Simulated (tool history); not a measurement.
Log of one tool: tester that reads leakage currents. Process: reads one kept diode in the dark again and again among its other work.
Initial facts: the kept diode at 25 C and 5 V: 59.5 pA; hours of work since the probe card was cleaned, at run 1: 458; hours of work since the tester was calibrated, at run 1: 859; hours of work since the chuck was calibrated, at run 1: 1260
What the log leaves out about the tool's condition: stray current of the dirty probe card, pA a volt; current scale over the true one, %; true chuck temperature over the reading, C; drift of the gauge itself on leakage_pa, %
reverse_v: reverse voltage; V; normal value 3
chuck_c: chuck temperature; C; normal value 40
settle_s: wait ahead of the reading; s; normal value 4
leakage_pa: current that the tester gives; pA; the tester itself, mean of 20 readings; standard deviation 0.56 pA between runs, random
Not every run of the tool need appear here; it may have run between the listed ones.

run	hour	reverse_v	chuck_c	settle_s	hours of work since the probe card was cleaned	hours of work since the tester was calibrated	hours of work since the chuck was calibrated	leakage_pa
1	0	3	40	4	458	859	1260	203.43
2	113.5	3	40	4	548	949	1350	205.57
3	227.4	3	40	4	638	1039	1440	207.12
4	301.4	3	40	4	696	1098	1498	206.88
5	389.4	3	40	4	766	1167	1568	209.49
6	459.6	3	40	4	822	1223	1624	210.41
7	511	3	40	4	862	1264	1664	210.07
8	607	3	40	4	939	1340	1741	211.53
9	677.7	3	40	4	995	1396	1797	212.71
10	791.4	14.87	40	4	1085	1486	1887	379.69
11	855.1	14.87	40	4	1135	1536	1937	381.77
# hour 865.6: tester calibrated
# hour 929.3: probe card cleaned and baked
12	953	3	40	4	19	67	2011	209.55
13	1026.9	3	40	4	77	125	2069	210.37
# hour 1069.5: chuck's temperature calibrated
# hour 1090.3: tester calibrated, once more
14	1140.9	3	40	4	165	40	55	191.93
15	1204.1	3	40	4	215	90	105	192.12
16	1298.9	3	40	4	290	165	180	193.82
17	1384.1	3	40	5.64	357	233	248	193.79
18	1484.5	5	41	0.39	437	312	327	253.14
19	1544.3	5	41	0.39	484	360	375	254.25
20	1643.1	6.12	30	0.4	562	438	453	113.91
21	1745.7	2.98	47	4	644	519	534	345.86
22	1843.8	5.35	53	4	721	597	612	670.32
23	1945	3.18	37	4	802	677	692	160.87
24	2034.9	12.11	27	1.4	873	748	763	125.2
25	2103	12.11	27	1.4	927	802	817	126.41
26	2173.2	12.11	27	1.4	982	858	873	128.51

The next listed run, before its measurement:
27	2221.8	16.46	43	1.33	1021	897	911	?

{"run 27": {"leakage_pa": 474.98}}
On a tool with no hidden condition, and with the same random variation, this run would have come out at leakage_pa 414.43 pA.
